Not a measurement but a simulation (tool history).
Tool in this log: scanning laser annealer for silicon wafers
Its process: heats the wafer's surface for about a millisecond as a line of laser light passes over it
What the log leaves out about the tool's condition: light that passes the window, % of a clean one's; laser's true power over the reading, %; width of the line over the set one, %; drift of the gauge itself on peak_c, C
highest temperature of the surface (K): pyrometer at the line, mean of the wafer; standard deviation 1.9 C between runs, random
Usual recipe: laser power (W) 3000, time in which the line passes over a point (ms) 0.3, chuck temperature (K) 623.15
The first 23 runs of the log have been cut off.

run	day	laser power (W)	time in which the line passes over a point (ms)	chuck temperature (K)	hours of work since the window was cleaned	hours of work since the power meter was calibrated	hours of work since the optics were aligned	highest temperature of the surface (K)
24	66	3000	0.3	636.15	342	1523	878	1434.15
25	68.125	2668	0.252	636.15	370	1551	906	1261.15
26	71.604	2808	0.234	606.15	417	1597	953	1246.15
27	73.525	3268	0.239	645.15	442	1623	978	1413.15
28	76.004	3268	0.239	645.15	475	1656	1011	1411.15
29	78.258	2654	0.212	645.15	505	1686	1041	1204.15
30	81.712	2995	0.322	646.15	551	1732	1087	1460.15
# day 85.092: window over the wafer cleaned
31	86.046	2995	0.322	646.15	13	1789	1144	1497.15
32	88.004	2995	0.322	646.15	39	1815	1170	1495.15
33	90.633	2995	0.322	646.15	74	1850	1205	1493.15
34	92.446	2995	0.322	646.15	98	1874	1230	1490.15
35	94.692	3235	0.322	633.15	128	1904	1259	1555.15
36	97.829	3235	0.322	633.15	170	1946	1301	1554.15
37	100.975	3235	0.322	633.15	212	1988	1343	1549.15
38	103.267	2660	0.38	610.15	242	2019	1374	1402.15
39	106.679	2660	0.38	610.15	288	2064	1419	1398.15
# day 108.088: optics aligned, line set to its width
40	109.342	2654	0.238	606.15	321	2097	17	1226.15

Here are 4 independent what-if runs from the current tool condition. What would each one return?
A	112.338	3130	0.298	606.15	361	2137	57	?
B	112.338	3295	0.347	619.15	361	2137	57	?
C	112.338	2855	0.3	639.15	361	2137	57	?
D	112.338	3000	0.3	636.15	361	2137	57	?

run	highest temperature of the surface (K)
A	1462.15
B	1608.15
C	1408.15
D	1451.15
The same runs, with their run-to-run variation unchanged, on a tool lacking any hidden condition would have given:
run	highest temperature of the surface (K)
A	1483.15
B	1634.15
C	1428.15
D	1472.15
